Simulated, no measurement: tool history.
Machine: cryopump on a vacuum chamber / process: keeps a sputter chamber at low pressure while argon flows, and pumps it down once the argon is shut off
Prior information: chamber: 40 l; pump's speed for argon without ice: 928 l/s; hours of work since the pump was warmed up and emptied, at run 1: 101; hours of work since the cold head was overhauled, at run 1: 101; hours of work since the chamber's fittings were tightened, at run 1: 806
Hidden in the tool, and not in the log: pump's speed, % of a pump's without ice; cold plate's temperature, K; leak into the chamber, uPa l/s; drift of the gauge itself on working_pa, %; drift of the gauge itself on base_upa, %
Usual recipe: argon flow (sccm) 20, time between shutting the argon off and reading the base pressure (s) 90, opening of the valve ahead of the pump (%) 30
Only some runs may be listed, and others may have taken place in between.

run   hour  argon flow (sccm)  time between shutting the argon off and reading the base pressure (s)  opening of the valve ahead of the pump (%)  hours of work since the pump was warmed up and emptied  hours of work since the cold head was overhauled  hours of work since the chamber's fittings were tightened  pressure while argon flows (Pa)  pressure after the wait (uPa)
  1    0.0                 20                                                                     90                                          30                                                     101                                               101                                                        806                           0.1241                           2.78
  2   12.8                 20                                                                     90                                          30                                                     106                                               106                                                        812                           0.1231                           2.85
  3   27.0                 20                                                                     90                                          30                                                     112                                               112                                                        818                           0.1228                           2.88
  4   35.9                 20                                                                     90                                          32                                                     116                                               116                                                        822                           0.1157                           2.86
  5   49.0                 20                                                                     55                                          30                                                     122                                               122                                                        827                           0.1248                           3.67
  6   64.2                 20                                                                     90                                          39                                                     128                                               128                                                        834                           0.0947                           2.86
  7   81.4                 20                                                                    106                                          39                                                     136                                               136                                                        842                           0.0966                           2.81
  8   96.8                 20                                                                    106                                          39                                                     143                                               143                                                        848                           0.0960                           2.83
  9  109.7                 20                                                                     90                                          30                                                     148                                               148                                                        854                           0.1231                           2.91
 10  123.2                 20                                                                     90                                          30                                                     154                                               154                                                        860                           0.1230                           3.00
 11  130.4                 20                                                                     90                                          30                                                     157                                               157                                                        863                           0.1237                           2.89
 12  139.6                 20                                                                     62                                          30                                                     161                                               161                                                        867                           0.1239                           3.53
 13  152.8                 20                                                                     90                                          30                                                     167                                               167                                                        872                           0.1234                           2.89
 14  163.4                 20                                                                     90                                          30                                                     171                                               171                                                        877                           0.1258                           2.97
 15  177.5                 20                                                                     90                                          30                                                     177                                               177                                                        883                           0.1236                           2.94
 16  188.5                 20                                                                     90                                          30                                                     182                                               182                                                        888                           0.1237                           3.03
 17  202.6                 20                                                                     90                                          30                                                     188                                               188                                                        894                           0.1237                           3.01
 18  220.1                 10                                                                     90                                          30                                                     196                                               196                                                        901                           0.0621                           3.06
 19  234.0                 10                                                                     27                                          46                                                     202                                               202                                                        907                           0.0409                           5.71
 20  245.7                 10                                                                     27                                          46                                                     207                                               207                                                        913                           0.0408                           5.67
 21  257.0                 10                                                                     27                                          46                                                     212                                               212                                                        917                           0.0409                           5.49
 22  273.9                 10                                                                     27                                          46                                                     219                                               219                                                        925                           0.0408                           5.73
 23  284.5                 27                                                                    138                                          55                                                     224                                               224                                                        929                           0.0937                           2.77
 24  300.7                 27                                                                    138                                          27                                                     231                                               231                                                        936                           0.1857                           2.87
 25  315.5                 27                                                                    138                                          27                                                     237                                               237                                                        943                           0.1876                           2.82
 26  328.3                 18                                                                     90                                          30                                                     243                                               243                                                        948                           0.1123                           3.26
 27  341.4                 10                                                                     90                                          22                                                     248                                               248                                                        954                           0.0844                           3.24
 28  354.6                 37                                                                     35                                          52                                                     254                                               254                                                        960                           0.1377                           5.01
 29  361.7                 37                                                                     75                                          52                                                     257                                               257                                                        963                           0.1378                           3.41
 30  377.3                 37                                                                     37                                          24                                                     264                                               264                                                        969                           0.2904                           4.80
 31  394.9                 37                                                                     37                                          24                                                     271                                               271                                                        977                           0.2869                           4.78
 32  406.5                 37                                                                     37                                          24                                                     276                                               276                                                        982                           0.2900                           4.85
 33  414.5                 37                                                                     37                                          24                                                     280                                               280                                                        986                           0.2879                           4.86

Difference, measured minus no-hidden-state, one row per run. Run-to-run variation is common to both terms; the gauge's own scatter need not be:
run  pressure while argon flows (Pa)  pressure after the wait (uPa)
  1                          +0.0017                          +1.38
  2                          +0.0017                          +1.45
  3                          +0.0018                          +1.47
  4                          +0.0019                          +1.45
  5                          +0.0020                          +1.50
  6                          +0.0021                          +1.47
  7                          +0.0021                          +1.54
  8                          +0.0023                          +1.53
  9                          +0.0023                          +1.51
 10                          +0.0025                          +1.57
 11                          +0.0025                          +1.53
 12                          +0.0026                          +1.59
 13                          +0.0027                          +1.54
 14                          +0.0028                          +1.57
 15                          +0.0028                          +1.56
 16                          +0.0029                          +1.61
 17                          +0.0030                          +1.61
 18                          +0.0016                          +1.66
 19                          +0.0016                          +1.69
 20                          +0.0016                          +1.68
 21                          +0.0017                          +1.65
 22                          +0.0018                          +1.73
 23                          +0.0048                          +1.73
 24                          +0.0050                          +1.80
 25                          +0.0051                          +1.75
 26                          +0.0035                          +1.80
 27                          +0.0020                          +1.80
 28                          +0.0075                          +1.83
 29                          +0.0077                          +1.78
 30                          +0.0079                          +1.83
 31                          +0.0080                          +1.83
 32                          +0.0082                          +1.87
 33                          +0.0084                          +1.88
